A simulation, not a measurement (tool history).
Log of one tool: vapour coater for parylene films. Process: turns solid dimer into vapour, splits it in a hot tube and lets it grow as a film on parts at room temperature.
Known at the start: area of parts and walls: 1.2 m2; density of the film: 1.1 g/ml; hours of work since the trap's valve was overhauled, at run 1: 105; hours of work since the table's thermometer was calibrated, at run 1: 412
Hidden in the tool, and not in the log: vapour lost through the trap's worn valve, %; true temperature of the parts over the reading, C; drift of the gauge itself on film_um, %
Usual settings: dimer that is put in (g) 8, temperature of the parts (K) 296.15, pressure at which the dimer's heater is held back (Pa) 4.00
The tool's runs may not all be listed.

run	hour	dimer that is put in (g)	temperature of the parts (K)	pressure at which the dimer's heater is held back (Pa)	hours of work since the trap's valve was overhauled	hours of work since the table's thermometer was calibrated	thickness of the film (nm)
1	0.0	8	296.15	4.00	105	412	4490
2	30.5	8	305.15	4.00	117	425	3320
3	57.3	8	305.15	4.00	128	435	3320
4	75.2	8	296.15	4.00	136	443	4500
5	110.1	8	296.15	4.00	150	457	4430
6	143.8	8	296.15	4.00	164	471	4380
7	183.6	11	296.15	4.00	180	487	6200
8	208.2	8	296.15	4.00	190	497	4500
9	246.9	8	301.15	4.00	206	513	3820
10	269.8	10	301.15	4.00	215	522	4750
11	301.7	13	296.15	4.00	228	535	7280
12	335.6	13	296.15	4.00	242	549	7240
13	368.6	8	296.15	4.31	256	563	4460
14	404.9	8	296.15	4.31	270	578	4460
15	423.4	8	296.15	4.31	278	585	4450
16	454.9	8	296.15	4.00	291	598	4420
17	492.9	8	296.15	4.00	306	614	4490
18	529.2	11	296.15	4.00	321	629	6200
19	552.1	11	296.15	4.00	331	638	6160
20	570.7	8	296.15	4.00	338	645	4500
21	601.9	8	296.15	4.83	351	658	4460
22	639.9	8	296.15	4.83	367	674	4390
23	658.3	8	296.15	11.04	374	681	4170
24	694.6	11	296.15	11.04	389	696	5690
25	723.5	11	296.15	11.04	401	708	5800
26	757.9	11	296.15	11.04	415	722	5730
# hour 776.5: trap's valve overhauled
27	784.6	6	296.15	11.04	3	731	3150
28	809.7	14	296.15	4.20	14	742	7950
29	827.8	14	296.15	4.20	21	749	7760
30	853.0	12	298.15	5.22	31	759	6200
31	883.0	12	298.15	5.22	44	772	6250
32	918.6	3	293.15	4.00	58	786	1870
33	947.9	9	296.15	4.06	70	798	4970
34	967.6	8	306.15	4.81	78	806	3150
35	1005.0	12	296.15	2.19	93	822	6970
36	1043.6	10	296.15	3.62	109	837	5600
37	1076.6	10	289.15	6.92	123	851	6880
38	1098.1	9	297.15	7.07	132	860	4790
39	1124.3	7	297.15	7.07	142	870	3660
40	1153.3	11	290.15	6.57	154	882	7290
41	1171.5	7	290.15	7.53	162	890	4620
42	1202.7	10	290.15	3.34	174	902	6850
43	1229.6	8	296.15	4.12	185	913	4500
44	1248.3	13	296.15	4.00	193	921	7360
45	1270.8	5	302.15	4.00	202	930	2290
46	1305.4	5	302.15	4.00	216	944	2310

4 ways to go on from here, each from the tool as it stands after run 46. What would each give?
A	1339.5	5	302.15	2.16	230	958	?
B	1339.5	6	301.15	4.00	230	958	?
C	1339.5	9	296.15	4.00	230	958	?
D	1339.5	5	297.15	4.00	230	958	?

run	thickness of the film (nm)
A	2430
B	2900
C	5010
D	2730
Without the tool's hidden state the same runs would have given:
run	thickness of the film (nm)
A	2430
B	2900
C	5020
D	2740
